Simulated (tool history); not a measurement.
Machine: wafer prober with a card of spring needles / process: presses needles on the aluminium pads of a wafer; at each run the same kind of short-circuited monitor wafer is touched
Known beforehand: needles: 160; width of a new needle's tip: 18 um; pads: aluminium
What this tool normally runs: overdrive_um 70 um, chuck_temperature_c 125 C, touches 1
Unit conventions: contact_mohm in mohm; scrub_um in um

run	hour	overdrive_um	chuck_temperature_c	touches	contact_mohm	scrub_um
1	0	70	125	1	165	9.84
# hour 5: tips cleaned on abrasive film
# hour 13.4: tips cleaned on abrasive film
# hour 21.8: tips cleaned on abrasive film
# hour 30.1: tips cleaned on abrasive film
# hour 36.8: tips cleaned on abrasive film
# hour 43.5: tips cleaned on abrasive film
2	44.7	70	125	1	156	9.46
# hour 51.4: tips cleaned on abrasive film
# hour 58.1: tips cleaned on abrasive film
# hour 66.5: tips cleaned on abrasive film
# hour 73.2: tips cleaned on abrasive film
# hour 81.5: tips cleaned on abrasive film
# hour 89.9: tips cleaned on abrasive film
# hour 98.2: tips cleaned on abrasive film
# hour 104.9: tips cleaned on abrasive film
3	106.8	70	125	1	159	9.37
# hour 111.8: tips cleaned on abrasive film
# hour 118.5: tips cleaned on abrasive film
# hour 125.2: tips cleaned on abrasive film
# hour 131.9: tips cleaned on abrasive film
# hour 138.6: tips cleaned on abrasive film
# hour 147: tips cleaned on abrasive film
# hour 153.7: tips cleaned on abrasive film
# hour 160.4: tips cleaned on abrasive film
# hour 168.7: tips cleaned on abrasive film
4	171.1	70	125	1	167	9.29
# hour 176.2: tips cleaned on abrasive film
# hour 182.9: tips cleaned on abrasive film
# hour 191.2: tips cleaned on abrasive film
# hour 197.9: tips cleaned on abrasive film
5	203.6	70	125	2	167	9.23
# hour 205.3: tips cleaned on abrasive film
# hour 212: tips cleaned on abrasive film
# hour 220.4: tips cleaned on abrasive film
# hour 228.7: tips cleaned on abrasive film
# hour 235.4: tips cleaned on abrasive film
# hour 242.1: tips cleaned on abrasive film
# hour 248.8: tips cleaned on abrasive film
# hour 253.8: height of the first contact set anew
6	253.8	70	125	2	166	8.76
# hour 257.2: tips cleaned on abrasive film
# hour 265.6: tips cleaned on abrasive film
# hour 272.3: tips cleaned on abrasive film
# hour 279: tips cleaned on abrasive film
# hour 287.3: tips cleaned on abrasive film
# hour 295.7: tips cleaned on abrasive film
# hour 302.4: tips cleaned on abrasive film
# hour 310.7: tips cleaned on abrasive film
7	311.4	70	125	2	155	8.82
# hour 318.1: tips cleaned on abrasive film
# hour 326.5: tips cleaned on abrasive film
# hour 334.8: tips cleaned on abrasive film
# hour 341.5: tips cleaned on abrasive film
# hour 349.9: tips cleaned on abrasive film
# hour 356.6: tips cleaned on abrasive film
# hour 363.3: tips cleaned on abrasive film
8	363.7	70	125	2	160	8.74
# hour 370.4: tips cleaned on abrasive film
# hour 377.1: tips cleaned on abrasive film
# hour 385.5: tips cleaned on abrasive film
# hour 392.4: height of the first contact set anew, once more
# hour 392.5: tips cleaned on abrasive film
# hour 399.2: tips cleaned on abrasive film
9	405.3	70	125	2	162	10.21
# hour 407: tips cleaned on abrasive film
# hour 413.7: tips cleaned on abrasive film
# hour 422.1: tips cleaned on abrasive film
# hour 428.8: tips cleaned on abrasive film
# hour 435.5: tips cleaned on abrasive film
# hour 442.2: tips cleaned on abrasive film
10	446.5	70	125	2	163	9.95
# hour 449.9: tips cleaned on abrasive film
# hour 456.6: tips cleaned on abrasive film
# hour 463.3: tips cleaned on abrasive film
# hour 471.6: tips cleaned on abrasive film
# hour 478.3: tips cleaned on abrasive film
# hour 486.7: tips cleaned on abrasive film
11	489.7	70	125	2	160	9.99
# hour 494.7: tips cleaned on abrasive film
# hour 503.1: tips cleaned on abrasive film
# hour 511.4: tips cleaned on abrasive film
# hour 518.1: tips cleaned on abrasive film
# hour 524.8: tips cleaned on abrasive film
# hour 531.5: tips cleaned on abrasive film
# hour 539.9: tips cleaned on abrasive film
12	545.3	87	26	1	149	12.45
# hour 547.1: tips cleaned on abrasive film
# hour 553.8: tips cleaned on abrasive film
# hour 560.5: tips cleaned on abrasive film
# hour 568.8: tips cleaned on abrasive film
# hour 575.5: tips cleaned on abrasive film
13	578.6	87	26	1	143	12.24
# hour 583.6: tips cleaned on abrasive film
# hour 592: tips cleaned on abrasive film
# hour 600.3: tips cleaned on abrasive film
# hour 607: tips cleaned on abrasive film
# hour 613.7: tips cleaned on abrasive film
# hour 622.1: tips cleaned on abrasive film
# hour 628.8: tips cleaned on abrasive film
14	632.2	87	26	1	150	12.08
# hour 635.6: tips cleaned on abrasive film
# hour 642.3: tips cleaned on abrasive film
# hour 649: tips cleaned on abrasive film
# hour 657.3: tips cleaned on abrasive film
# hour 665.7: tips cleaned on abrasive film
# hour 672.4: tips cleaned on abrasive film
# hour 680.7: tips cleaned on abrasive film
# hour 687.4: tips cleaned on abrasive film
# hour 694.1: tips cleaned on abrasive film
15	695.4	53	43	1	165	7.22
# hour 702.1: tips cleaned on abrasive film
# hour 710.4: tips cleaned on abrasive film
# hour 717.1: tips cleaned on abrasive film
# hour 723.8: tips cleaned on abrasive film
# hour 730.5: tips cleaned on abrasive film
# hour 737.2: tips cleaned on abrasive film
# hour 743.9: tips cleaned on abrasive film
# hour 752.3: tips cleaned on abrasive film
# hour 759: tips cleaned on abrasive film
16	762	53	43	1	178	7.11
# hour 767: tips cleaned on abrasive film
# hour 773.7: tips cleaned on abrasive film
# hour 780.4: tips cleaned on abrasive film
# hour 788.8: tips cleaned on abrasive film
17	795.3	53	43	1	193	6.87
# hour 797: tips cleaned on abrasive film
# hour 805.4: tips cleaned on abrasive film
# hour 813.7: tips cleaned on abrasive film
# hour 820.4: tips cleaned on abrasive film
# hour 828.8: tips cleaned on abrasive film
# hour 835.5: tips cleaned on abrasive film
18	841	53	42	1	194	6.83
# hour 842.8: tips cleaned on abrasive film
# hour 851.1: tips cleaned on abrasive film
# hour 859.5: tips cleaned on abrasive film
# hour 866.2: tips cleaned on abrasive film
# hour 874.5: tips cleaned on abrasive film
# hour 882.9: tips cleaned on abrasive film
# hour 889.6: tips cleaned on abrasive film
# hour 897.9: tips cleaned on abrasive film
# hour 904.6: tips cleaned on abrasive film
19	910.8	70	84	2	168	9.09
# hour 912.5: tips cleaned on abrasive film
# hour 919.2: tips cleaned on abrasive film
# hour 921.2: height of the first contact set anew
# hour 927.9: tips cleaned on abrasive film
# hour 936.2: tips cleaned on abrasive film
# hour 942.9: tips cleaned on abrasive film
# hour 949.6: tips cleaned on abrasive film
# hour 958: tips cleaned on abrasive film
# hour 964.7: tips cleaned on abrasive film
# hour 976.7: card fitted with new needles
# hour 983.4: tips cleaned on abrasive film
# hour 991.7: tips cleaned on abrasive film
20	993.6	68	26	2	141	9.79

Each row is a separate what-if for the run after 20, all from the same tool condition, not one after another. Results?
# hour 998.7: tips cleaned on abrasive film
# hour 1007: tips cleaned on abrasive film
# hour 1013.7: tips cleaned on abrasive film
# hour 1020.4: tips cleaned on abrasive film
# hour 1028.8: tips cleaned on abrasive film
# hour 1035.5: tips cleaned on abrasive film
# hour 1042.2: tips cleaned on abrasive film
# hour 1050.5: tips cleaned on abrasive film
A	1052.9	62	125	1	?	?
# hour 998.7: tips cleaned on abrasive film
# hour 1007: tips cleaned on abrasive film
# hour 1013.7: tips cleaned on abrasive film
# hour 1020.4: tips cleaned on abrasive film
# hour 1028.8: tips cleaned on abrasive film
# hour 1035.5: tips cleaned on abrasive film
# hour 1042.2: tips cleaned on abrasive film
# hour 1050.5: tips cleaned on abrasive film
B	1052.9	81	27	2	?	?
# hour 998.7: tips cleaned on abrasive film
# hour 1007: tips cleaned on abrasive film
# hour 1013.7: tips cleaned on abrasive film
# hour 1020.4: tips cleaned on abrasive film
# hour 1028.8: tips cleaned on abrasive film
# hour 1035.5: tips cleaned on abrasive film
# hour 1042.2: tips cleaned on abrasive film
# hour 1050.5: tips cleaned on abrasive film
C	1052.9	68	112	1	?	?
# hour 998.7: tips cleaned on abrasive film
# hour 1007: tips cleaned on abrasive film
# hour 1013.7: tips cleaned on abrasive film
# hour 1020.4: tips cleaned on abrasive film
# hour 1028.8: tips cleaned on abrasive film
# hour 1035.5: tips cleaned on abrasive film
# hour 1042.2: tips cleaned on abrasive film
# hour 1050.5: tips cleaned on abrasive film
D	1052.9	78	43	2	?	?

run	contact_mohm	scrub_um
A	164	8.83
B	141	11.7
C	159	9.54
D	144	10.95
Without the tool's hidden state the same runs would have given:
run	contact_mohm	scrub_um
A	152	8.98
B	136	11.84
C	148	9.69
D	138	11.09
